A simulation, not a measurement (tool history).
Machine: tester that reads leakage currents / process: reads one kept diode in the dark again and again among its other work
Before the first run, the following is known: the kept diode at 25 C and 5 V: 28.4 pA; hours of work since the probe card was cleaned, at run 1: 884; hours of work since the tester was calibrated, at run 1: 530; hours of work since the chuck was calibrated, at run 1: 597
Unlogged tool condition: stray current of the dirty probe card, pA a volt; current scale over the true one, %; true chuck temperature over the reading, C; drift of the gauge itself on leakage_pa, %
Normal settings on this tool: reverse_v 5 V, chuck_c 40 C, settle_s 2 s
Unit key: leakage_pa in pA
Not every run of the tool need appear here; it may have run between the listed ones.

run	hour	reverse_v	chuck_c	settle_s	hours of work since the probe card was cleaned	hours of work since the tester was calibrated	hours of work since the chuck was calibrated	leakage_pa
1	0	5	40	2	884	530	597	107.55
2	63.1	5	40	2	917	563	630	107.9
3	139	5	40	0.34	957	603	670	108.4
4	206.9	5	40	0.34	993	639	706	108.83
5	254.2	5	53	2	1018	664	731	295.34
6	292.6	5	53	2	1038	684	751	295.9
7	369.2	5	40	2	1079	725	791	107.64
8	431.4	5	40	2	1112	758	824	107.59
9	489.8	1.22	46	0.66	1142	788	855	74.33
10	552.6	1.22	22	1.8	1175	822	888	10.61
11	616	1.29	39	2.13	1209	855	922	44.01
12	707.5	1.29	39	1.28	1257	903	970	44.06

The next listed run, before its measurement:
13	775.3	1.94	40	1.86	1293	939	1006	?

leakage_pa: 60.35 pA
If the tool had no hidden condition, the same run with the same run-to-run variation would have returned leakage_pa 60.99 pA.

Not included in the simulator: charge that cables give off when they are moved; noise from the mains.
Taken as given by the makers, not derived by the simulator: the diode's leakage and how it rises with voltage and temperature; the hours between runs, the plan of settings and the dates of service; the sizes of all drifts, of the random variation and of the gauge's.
